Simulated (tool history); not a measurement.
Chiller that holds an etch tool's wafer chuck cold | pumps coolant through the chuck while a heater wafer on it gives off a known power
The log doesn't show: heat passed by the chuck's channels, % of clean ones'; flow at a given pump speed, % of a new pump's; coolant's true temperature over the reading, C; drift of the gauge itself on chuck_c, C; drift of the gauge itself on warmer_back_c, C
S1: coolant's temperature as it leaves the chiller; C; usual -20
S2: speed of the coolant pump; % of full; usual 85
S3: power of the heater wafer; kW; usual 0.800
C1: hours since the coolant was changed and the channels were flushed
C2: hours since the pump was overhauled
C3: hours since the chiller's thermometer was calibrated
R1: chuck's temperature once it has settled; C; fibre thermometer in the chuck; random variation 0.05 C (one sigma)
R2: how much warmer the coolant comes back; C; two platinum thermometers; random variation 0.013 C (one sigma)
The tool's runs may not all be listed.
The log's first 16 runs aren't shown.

run    hour   S1  S2     S3    C1    C2    C3      R1    R2
 17  1158.5  -13  69  0.800  2244  2758  1810   -7.36  2.09
 18  1207.8  -14  75  0.800  2293  2807  1860   -8.68  1.96
 19  1295.2  -25  85  1.101  2381  2895  1947  -18.39  2.40
 20  1338.7  -25  85  1.101  2424  2938  1991  -18.38  2.42
 21  1392.2  -20  68  0.458  2478  2992  2044  -16.54  1.25
 22  1477.2  -20  68  0.458  2563  3077  2129  -16.56  1.25
 23  1578.5  -29  83  0.540  2664  3178  2230  -25.58  1.21
 24  1637.9  -22  85  0.617  2723  3237  2290  -18.09  1.34

The next listed run, before its measurement:
 25  1709.5  -22  85  0.617  2795  3309  2361   ?   ?

Run 25 gave R1 -18.19 C, R2 1.34 C.
Without the tool's hidden state the same run would have given R1 -18.46 C, R2 1.33 C.
